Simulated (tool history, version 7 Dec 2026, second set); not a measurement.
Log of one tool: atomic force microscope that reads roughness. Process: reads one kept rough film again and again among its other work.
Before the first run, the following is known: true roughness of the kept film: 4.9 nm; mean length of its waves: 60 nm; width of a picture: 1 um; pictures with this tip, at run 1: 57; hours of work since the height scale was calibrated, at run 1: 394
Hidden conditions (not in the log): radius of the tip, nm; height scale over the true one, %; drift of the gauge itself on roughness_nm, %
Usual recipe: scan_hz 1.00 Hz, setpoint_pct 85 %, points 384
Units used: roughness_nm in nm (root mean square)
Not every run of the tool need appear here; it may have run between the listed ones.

run	day	scan_hz	setpoint_pct	points	pictures with this tip	hours of work since the height scale was calibrated	roughness_nm
1	0.000	1.00	85	384	57	394	4.082
# day 0.346: new tip fitted
2	1.675	1.00	85	384	26	411	4.228
3	2.746	1.00	85	384	48	421	4.092
# day 3.517: new tip fitted
4	3.742	1.00	85	384	4	431	4.364
5	4.850	1.00	85	384	26	442	4.250
6	6.246	1.00	85	384	54	456	4.053
# day 6.717: new tip fitted
7	7.158	1.00	85	384	8	465	4.348
8	8.729	1.93	85	384	40	481	3.900
# day 9.958: new tip fitted
9	10.200	1.93	85	384	5	496	4.136
10	11.104	1.93	85	384	23	505	4.008
11	12.596	1.00	85	384	53	520	4.058
# day 13.104: new tip fitted
12	14.258	3.11	85	829	23	536	3.802
13	15.538	3.11	85	829	49	549	3.658
# day 16.296: new tip fitted
14	16.500	0.77	72	310	4	559	4.548
15	17.971	0.77	72	310	33	573	4.304
16	19.262	0.77	79	355	59	586	4.119
# day 19.462: new tip fitted
17	20.404	0.77	79	355	19	598	4.399
18	21.625	3.68	66	392	43	610	4.039

What will run 19 give?
# day 22.742: new tip fitted
19	22.762	0.85	70	358	1	621	?

For run 19 the tool returned roughness_nm 4.614 nm (root mean square).
Were there no unlogged condition in the tool, this run, its random variation unchanged, would have produced roughness_nm 4.554 nm (root mean square).
